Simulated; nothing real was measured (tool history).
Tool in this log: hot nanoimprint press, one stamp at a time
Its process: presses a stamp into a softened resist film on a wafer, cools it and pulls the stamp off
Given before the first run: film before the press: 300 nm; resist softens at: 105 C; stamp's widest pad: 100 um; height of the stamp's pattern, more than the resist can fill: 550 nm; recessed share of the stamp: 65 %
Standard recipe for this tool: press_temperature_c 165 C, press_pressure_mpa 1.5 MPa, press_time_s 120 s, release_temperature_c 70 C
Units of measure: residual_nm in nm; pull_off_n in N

| run | hour | press_temperature_c | press_pressure_mpa | press_time_s | release_temperature_c | residual_nm | pull_off_n |
|---|---|---|---|---|---|---|---|
| 1 | 0 | 165 | 1.5 | 120 | 70 | 162.7 | 109 |
| 2 | 73.7 | 165 | 1.5 | 120 | 70 | 162.9 | 121 |
| 3 | 150.2 | 165 | 1.5 | 87 | 70 | 178.2 | 130 |
| 4 | 225.2 | 165 | 1.5 | 121 | 70 | 161.1 | 142 |
| 5 | 270.9 | 165 | 1.5 | 120 | 70 | 162.1 | 139 |
|  | 309.9 | stamp cleaned and given a new release coat |
| 6 | 323.5 | 165 | 1.5 | 120 | 70 | 161.5 | 108 |
| 7 | 406.1 | 165 | 1.5 | 120 | 70 | 160.9 | 114 |
| 8 | 492.9 | 165 | 1.5 | 120 | 70 | 160.8 | 120 |
| 9 | 567.7 | 165 | 2.02 | 120 | 70 | 138.1 | 126 |
|  | 635.2 | plate thermocouple calibrated |
|  | 650.5 | press's hydraulic seals changed and the load cell set to zero |
| 10 | 661.8 | 165 | 1.69 | 120 | 70 | 144.9 | 136 |
|  | 701.4 | stamp cleaned and given a new release coat |
| 11 | 730.4 | 165 | 1.69 | 120 | 70 | 143.7 | 97 |
| 12 | 776.9 | 161 | 1.5 | 120 | 70 | 171.9 | 107 |
| 13 | 823.8 | 161 | 1.5 | 120 | 70 | 171.2 | 113 |
| 14 | 895 | 157 | 1.5 | 120 | 70 | 191.8 | 120 |
| 15 | 961.8 | 163 | 1.77 | 83 | 63 | 165.7 | 140 |
|  | 998.8 | plate thermocouple calibrated, once more |
| 16 | 1046.7 | 163 | 1.77 | 83 | 63 | 180.1 | 152 |
|  | 1088.7 | stamp cleaned and given a new release coat |
| 17 | 1096.3 | 171 | 1.18 | 94 | 64 | 169.9 | 114 |
| 18 | 1155.1 | 168 | 1.5 | 120 | 66 | 150.9 | 115 |
| 19 | 1228.8 | 168 | 1.5 | 120 | 66 | 150.6 | 129 |
| 20 | 1268.4 | 173 | 1.5 | 162 | 70 | 118 | 117 |
| 21 | 1334.8 | 160 | 1.5 | 120 | 58 | 187 | 158 |
| 22 | 1407.5 | 156 | 1.3 | 231 | 62 | 187 | 156 |
|  | 1468.5 | stamp cleaned and given a new release coat |
| 23 | 1500.7 | 156 | 1.3 | 231 | 62 | 185.6 | 118 |
| 24 | 1547.3 | 156 | 1.2 | 66 | 62 | 247.4 | 124 |
| 25 | 1588.6 | 169 | 1.74 | 222 | 65 | 107.6 | 126 |
| 26 | 1633.5 | 163 | 0.96 | 240 | 63 | 170.9 | 134 |
|  | 1665.5 | press's hydraulic seals changed and the load cell set to zero |
| 27 | 1680.6 | 163 | 1.35 | 240 | 63 | 143.1 | 139 |
| 28 | 1749.2 | 163 | 1.35 | 240 | 63 | 142.3 | 143 |

What if the next run were any one of these 5? Each begins from the tool's condition after run 28:
|  | 1812.4 | plate thermocouple calibrated |
| A | 1821.7 | 165 | 1.05 | 120 | 70 | ? | ? |
|  | 1812.4 | plate thermocouple calibrated |
| B | 1821.7 | 163 | 1.35 | 240 | 75 | ? | ? |
|  | 1812.4 | plate thermocouple calibrated |
| C | 1821.7 | 165 | 0.91 | 133 | 76 | ? | ? |
|  | 1812.4 | plate thermocouple calibrated |
| D | 1821.7 | 155 | 1.5 | 72 | 71 | ? | ? |
|  | 1812.4 | plate thermocouple calibrated |
| E | 1821.7 | 157 | 1.5 | 101 | 70 | ? | ? |

| run | residual_nm | pull_off_n |
|---|---|---|
| A | 196.1 | 140 |
| B | 151.4 | 133 |
| C | 202.8 | 132 |
| D | 240.8 | 143 |
| E | 216.2 | 145 |
The same runs, with their run-to-run variation unchanged, on a tool lacking any hidden condition would have given:
| run | residual_nm | pull_off_n |
|---|---|---|
| A | 194.1 | 102 |
| B | 149.3 | 96 |
| C | 200.9 | 96 |
| D | 238.8 | 103 |
| E | 213.8 | 105 |

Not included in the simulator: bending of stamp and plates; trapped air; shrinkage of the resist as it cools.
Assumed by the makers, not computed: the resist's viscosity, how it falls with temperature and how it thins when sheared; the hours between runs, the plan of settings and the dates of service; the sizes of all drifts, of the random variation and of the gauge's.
